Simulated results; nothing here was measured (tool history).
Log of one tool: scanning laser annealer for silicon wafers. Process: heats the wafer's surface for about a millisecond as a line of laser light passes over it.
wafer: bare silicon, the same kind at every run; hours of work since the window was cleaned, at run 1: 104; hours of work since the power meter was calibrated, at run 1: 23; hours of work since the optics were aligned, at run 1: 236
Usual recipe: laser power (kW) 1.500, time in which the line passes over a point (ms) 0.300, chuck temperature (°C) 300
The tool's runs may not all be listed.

run   hour  laser power (kW)  time in which the line passes over a point (ms)  chuck temperature (°C)  hours of work since the window was cleaned  hours of work since the power meter was calibrated  hours of work since the optics were aligned  highest temperature of the surface (°C)
  1    0.0             1.500                                            0.300                     300                                         104                                                  23                                          236                                     1101
  2   12.2             1.500                                            0.300                     300                                         110                                                  30                                          242                                     1106
  3   22.3             1.500                                            0.242                     300                                         116                                                  35                                          247                                     1016
  4   32.3             1.500                                            0.242                     300                                         121                                                  40                                          253                                     1014
  5   42.3             1.500                                            0.294                     300                                         126                                                  45                                          258                                     1096
  6   54.8             1.500                                            0.300                     300                                         132                                                  52                                          264                                     1101
  7   68.1             1.500                                            0.245                     300                                         139                                                  59                                          271                                     1022
  8   81.7             1.500                                            0.245                     300                                         146                                                  66                                          278                                     1018
  9   89.8             1.500                                            0.245                     294                                         151                                                  70                                          282                                     1011
 10   98.5             1.500                                            0.245                     294                                         155                                                  74                                          287                                     1010
 11  111.4             1.500                                            0.245                     294                                         162                                                  81                                          294                                     1012
 12  121.2             1.500                                            0.245                     294                                         167                                                  86                                          299                                     1012
 13  135.0             1.500                                            0.300                     271                                         174                                                  93                                          306                                     1074
 14  148.5             1.500                                            0.300                     271                                         181                                                 100                                          313                                     1075
 15  158.1             1.500                                            0.300                     271                                         186                                                 105                                          318                                     1071
 16  171.3             1.500                                            0.300                     271                                         193                                                 112                                          325                                     1073
 17  184.0             1.500                                            0.300                     271                                         199                                                 119                                          331                                     1075
 18  193.7             1.500                                            0.300                     271                                         204                                                 124                                          336                                     1074
 19  199.8             1.500                                            0.300                     271                                         208                                                 127                                          339                                     1073
 20  211.2             1.500                                            0.300                     300                                         214                                                 133                                          345                                     1105
 21  218.0             1.407                                            0.300                     300                                         217                                                 136                                          349                                     1045
 22  228.6             1.597                                            0.300                     293                                         223                                                 142                                          354                                     1158
 23  234.9             1.311                                            0.216                     297                                         226                                                 145                                          358                                      871
 24  248.8             1.311                                            0.216                     297                                         233                                                 152                                          365                                      872
 25  257.8             1.451                                            0.217                     285                                         238                                                 157                                          370                                      937
 26  269.2             1.451                                            0.217                     285                                         244                                                 163                                          376                                      932
 27  275.6             1.451                                            0.367                     332                                         247                                                 166                                          379                                     1193
 28  286.1             1.500                                            0.300                     318                                         252                                                 172                                          384                                     1120
 29  296.1             1.308                                            0.260                     300                                         258                                                 177                                          389                                      935
 30  302.1             1.533                                            0.231                     299                                         261                                                 180                                          393                                     1012
 31  310.7             1.276                                            0.275                     299                                         265                                                 184                                          397                                      934
 32  317.7             1.329                                            0.223                     261                                         269                                                 188                                          401                                      851
 33  327.6             1.550                                            0.228                     335                                         274                                                 193                                          406                                     1053
 34  340.8             1.550                                            0.228                     335                                         281                                                 200                                          413                                     1054
 35  352.2             1.401                                            0.228                     339                                         287                                                 206                                          419                                      979
 36  362.8             1.279                                            0.227                     291                                         292                                                 211                                          424                                      865
 37  369.2             1.276                                            0.223                     274                                         296                                                 215                                          427                                      840
 38  375.7             1.276                                            0.245                     261                                         299                                                 218                                          431                                      855
 39  384.5             1.276                                            0.245                     285                                         303                                                 223                                          435                                      882
 40  392.3             1.524                                            0.300                     266                                         308                                                 227                                          439                                     1086
 41  400.4             1.500                                            0.300                     294                                         312                                                 231                                          444                                     1098

Here are 4 independent what-if runs from the current tool condition. What would each one return?
  A  412.3             1.616                                            0.215                     300                                         318                                                 237                                          450                                        ?
  B  412.3             1.500                                            0.362                     300                                         318                                                 237                                          450                                        ?
  C  412.3             1.315                                            0.379                     268                                         318                                                 237                                          450                                        ?
  D  412.3             1.515                                            0.249                     294                                         318                                                 237                                          450                                        ?

run  highest temperature of the surface (°C)
  A                                     1030
  B                                     1188
  C                                     1050
  D                                     1029
Stripped of hidden state, with their random variation kept, the same runs would have yielded:
run  highest temperature of the surface (°C)
  A                                     1031
  B                                     1188
  C                                     1051
  D                                     1029
